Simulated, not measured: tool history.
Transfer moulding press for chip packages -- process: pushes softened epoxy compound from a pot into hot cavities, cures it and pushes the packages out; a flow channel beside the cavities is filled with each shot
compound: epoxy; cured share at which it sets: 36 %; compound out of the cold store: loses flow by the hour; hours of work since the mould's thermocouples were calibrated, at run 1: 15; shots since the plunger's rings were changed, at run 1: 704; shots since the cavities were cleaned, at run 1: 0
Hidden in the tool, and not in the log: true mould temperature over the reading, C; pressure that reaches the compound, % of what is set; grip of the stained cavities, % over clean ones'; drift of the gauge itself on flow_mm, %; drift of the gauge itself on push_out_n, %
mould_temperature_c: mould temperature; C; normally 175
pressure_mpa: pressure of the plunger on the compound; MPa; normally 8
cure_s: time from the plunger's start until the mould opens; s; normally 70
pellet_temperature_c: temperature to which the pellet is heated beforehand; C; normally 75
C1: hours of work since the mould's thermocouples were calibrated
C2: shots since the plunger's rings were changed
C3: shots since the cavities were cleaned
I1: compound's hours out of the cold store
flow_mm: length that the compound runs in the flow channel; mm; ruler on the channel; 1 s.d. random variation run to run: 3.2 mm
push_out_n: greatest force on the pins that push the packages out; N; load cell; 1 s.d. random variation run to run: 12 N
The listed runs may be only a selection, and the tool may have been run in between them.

{"run": 1, "day": 0.0, "mould_temperature_c": 175, "pressure_mpa": 8, "cure_s": 70, "pellet_temperature_c": 75, "C1": 15, "C2": 704, "C3": 0, "I1": 33.1, "flow_mm": 902, "push_out_n": 626}
{"run": 2, "day": 0.621, "mould_temperature_c": 175, "pressure_mpa": 8, "cure_s": 70, "pellet_temperature_c": 75, "C1": 22, "C2": 875, "C3": 171, "I1": 16.2, "flow_mm": 944, "push_out_n": 740}
{"run": 3, "day": 0.979, "mould_temperature_c": 175, "pressure_mpa": 8, "cure_s": 70, "pellet_temperature_c": 75, "C1": 25, "C2": 973, "C3": 269, "I1": 38.8, "flow_mm": 891, "push_out_n": 751}
{"day": 1.621, "done": "cavities cleaned with cleaning compound and waxed"}
{"run": 4, "day": 1.704, "mould_temperature_c": 175, "pressure_mpa": 8, "cure_s": 70, "pellet_temperature_c": 75, "C1": 32, "C2": 1155, "C3": 23, "I1": 16.4, "flow_mm": 941, "push_out_n": 622}
{"run": 5, "day": 2.538, "mould_temperature_c": 175, "pressure_mpa": 8, "cure_s": 70, "pellet_temperature_c": 75, "C1": 41, "C2": 1383, "C3": 251, "I1": 30.5, "flow_mm": 899, "push_out_n": 746}
{"run": 6, "day": 2.962, "mould_temperature_c": 176, "pressure_mpa": 8, "cure_s": 70, "pellet_temperature_c": 75, "C1": 46, "C2": 1500, "C3": 368, "I1": 19.1, "flow_mm": 925, "push_out_n": 780}
{"day": 3.258, "done": "cavities cleaned with cleaning compound and waxed"}
{"run": 7, "day": 3.683, "mould_temperature_c": 176, "pressure_mpa": 8, "cure_s": 70, "pellet_temperature_c": 75, "C1": 52, "C2": 1680, "C3": 116, "I1": 14, "flow_mm": 940, "push_out_n": 665}
{"run": 8, "day": 4.283, "mould_temperature_c": 176, "pressure_mpa": 7.67, "cure_s": 70, "pellet_temperature_c": 75, "C1": 59, "C2": 1845, "C3": 281, "I1": 22, "flow_mm": 890, "push_out_n": 738}
{"day": 4.925, "done": "cavities cleaned with cleaning compound and waxed"}
{"run": 9, "day": 4.925, "mould_temperature_c": 175, "pressure_mpa": 6.43, "cure_s": 70, "pellet_temperature_c": 75, "C1": 65, "C2": 2005, "C3": 0, "I1": 39.1, "flow_mm": 772, "push_out_n": 602}
{"run": 10, "day": 5.758, "mould_temperature_c": 175, "pressure_mpa": 6.43, "cure_s": 70, "pellet_temperature_c": 75, "C1": 74, "C2": 2233, "C3": 228, "I1": 29.7, "flow_mm": 788, "push_out_n": 713}
{"run": 11, "day": 6.321, "mould_temperature_c": 175, "pressure_mpa": 6.43, "cure_s": 70, "pellet_temperature_c": 75, "C1": 79, "C2": 2387, "C3": 382, "I1": 41.3, "flow_mm": 757, "push_out_n": 757}
{"day": 6.558, "done": "cavities cleaned with cleaning compound and waxed"}
{"run": 12, "day": 6.8, "mould_temperature_c": 180, "pressure_mpa": 6.43, "cure_s": 70, "pellet_temperature_c": 75, "C1": 84, "C2": 2502, "C3": 67, "I1": 29.6, "flow_mm": 773, "push_out_n": 528}
{"run": 13, "day": 7.388, "mould_temperature_c": 180, "pressure_mpa": 6.43, "cure_s": 70, "pellet_temperature_c": 75, "C1": 90, "C2": 2663, "C3": 228, "I1": 25.6, "flow_mm": 778, "push_out_n": 572}
{"run": 14, "day": 7.992, "mould_temperature_c": 175, "pressure_mpa": 7.17, "cure_s": 70, "pellet_temperature_c": 75, "C1": 96, "C2": 2829, "C3": 394, "I1": 38.1, "flow_mm": 812, "push_out_n": 776}
{"day": 8.208, "done": "cavities cleaned with cleaning compound and waxed"}
{"run": 15, "day": 8.462, "mould_temperature_c": 175, "pressure_mpa": 9.46, "cure_s": 61, "pellet_temperature_c": 75, "C1": 101, "C2": 2941, "C3": 71, "I1": 31.9, "flow_mm": 941, "push_out_n": 887}
{"day": 8.617, "done": "plunger's sealing rings changed"}
{"run": 16, "day": 9.117, "mould_temperature_c": 178, "pressure_mpa": 6.36, "cure_s": 72, "pellet_temperature_c": 78, "C1": 106, "C2": 137, "C3": 221, "I1": 28.1, "flow_mm": 818, "push_out_n": 600}
{"day": 9.979, "done": "cavities cleaned with cleaning compound and waxed"}
{"run": 17, "day": 10.017, "mould_temperature_c": 175, "pressure_mpa": 6.1, "cure_s": 70, "pellet_temperature_c": 75, "C1": 115, "C2": 367, "C3": 11, "I1": 42.8, "flow_mm": 772, "push_out_n": 605}
{"run": 18, "day": 10.712, "mould_temperature_c": 175, "pressure_mpa": 6.26, "cure_s": 70, "pellet_temperature_c": 75, "C1": 123, "C2": 558, "C3": 202, "I1": 8.8, "flow_mm": 861, "push_out_n": 751}
{"run": 19, "day": 11.104, "mould_temperature_c": 175, "pressure_mpa": 6.26, "cure_s": 70, "pellet_temperature_c": 75, "C1": 127, "C2": 666, "C3": 310, "I1": 43.2, "flow_mm": 773, "push_out_n": 742}
{"day": 11.629, "done": "cavities cleaned with cleaning compound and waxed"}
{"run": 20, "day": 11.671, "mould_temperature_c": 175, "pressure_mpa": 6.26, "cure_s": 70, "pellet_temperature_c": 75, "C1": 132, "C2": 803, "C3": 11, "I1": 27.6, "flow_mm": 808, "push_out_n": 611}
{"run": 21, "day": 12.167, "mould_temperature_c": 175, "pressure_mpa": 6.26, "cure_s": 70, "pellet_temperature_c": 75, "C1": 137, "C2": 939, "C3": 147, "I1": 21.6, "flow_mm": 817, "push_out_n": 700}
{"run": 22, "day": 12.683, "mould_temperature_c": 175, "pressure_mpa": 6.26, "cure_s": 70, "pellet_temperature_c": 75, "C1": 143, "C2": 1081, "C3": 289, "I1": 44, "flow_mm": 763, "push_out_n": 735}
{"day": 13.279, "done": "cavities cleaned with cleaning compound and waxed"}
{"run": 23, "day": 13.396, "mould_temperature_c": 169, "pressure_mpa": 6.26, "cure_s": 70, "pellet_temperature_c": 75, "C1": 149, "C2": 1259, "C3": 31, "I1": 9.5, "flow_mm": 869, "push_out_n": 975}
{"run": 24, "day": 14.133, "mould_temperature_c": 182, "pressure_mpa": 7.3, "cure_s": 91, "pellet_temperature_c": 83, "C1": 157, "C2": 1461, "C3": 233, "I1": 45.2, "flow_mm": 795, "push_out_n": 535}
{"day": 14.908, "done": "cavities cleaned with cleaning compound and waxed"}
{"run": 25, "day": 14.971, "mould_temperature_c": 175, "pressure_mpa": 8.79, "cure_s": 94, "pellet_temperature_c": 84, "C1": 165, "C2": 1675, "C3": 18, "I1": 39.9, "flow_mm": 908, "push_out_n": 445}
{"run": 26, "day": 15.375, "mould_temperature_c": 175, "pressure_mpa": 7.41, "cure_s": 104, "pellet_temperature_c": 75, "C1": 170, "C2": 1786, "C3": 129, "I1": 29.8, "flow_mm": 857, "push_out_n": 497}
{"run": 27, "day": 15.725, "mould_temperature_c": 175, "pressure_mpa": 8, "cure_s": 78, "pellet_temperature_c": 72, "C1": 173, "C2": 1881, "C3": 224, "I1": 22.8, "flow_mm": 912, "push_out_n": 633}

4 ways to go on from here, each from the tool as it stands after run 27. What would each give?
{"run": "A", "day": 16.329, "mould_temperature_c": 174, "pressure_mpa": 7.84, "cure_s": 91, "pellet_temperature_c": 75, "C1": 180, "C2": 2047, "C3": 390, "I1": 19.8, "flow_mm": "?", "push_out_n": "?"}
{"run": "B", "day": 16.329, "mould_temperature_c": 170, "pressure_mpa": 8, "cure_s": 70, "pellet_temperature_c": 75, "C1": 180, "C2": 2047, "C3": 390, "I1": 39.3, "flow_mm": "?", "push_out_n": "?"}
{"run": "C", "day": 16.329, "mould_temperature_c": 172, "pressure_mpa": 6.15, "cure_s": 59, "pellet_temperature_c": 72, "C1": 180, "C2": 2047, "C3": 390, "I1": 38.8, "flow_mm": "?", "push_out_n": "?"}
{"run": "D", "day": 16.329, "mould_temperature_c": 175, "pressure_mpa": 8, "cure_s": 72, "pellet_temperature_c": 72, "C1": 180, "C2": 2047, "C3": 390, "I1": 10.3, "flow_mm": "?", "push_out_n": "?"}

run=A flow_mm=909 push_out_n=625
run=B flow_mm=881 push_out_n=1113
run=C flow_mm=764 push_out_n=1356
run=D flow_mm=944 push_out_n=813
The same runs, with their run-to-run variation unchanged, on a tool lacking any hidden condition would have given:
run=A flow_mm=947 push_out_n=461
run=B flow_mm=919 push_out_n=816
run=C flow_mm=797 push_out_n=991
run=D flow_mm=984 push_out_n=595

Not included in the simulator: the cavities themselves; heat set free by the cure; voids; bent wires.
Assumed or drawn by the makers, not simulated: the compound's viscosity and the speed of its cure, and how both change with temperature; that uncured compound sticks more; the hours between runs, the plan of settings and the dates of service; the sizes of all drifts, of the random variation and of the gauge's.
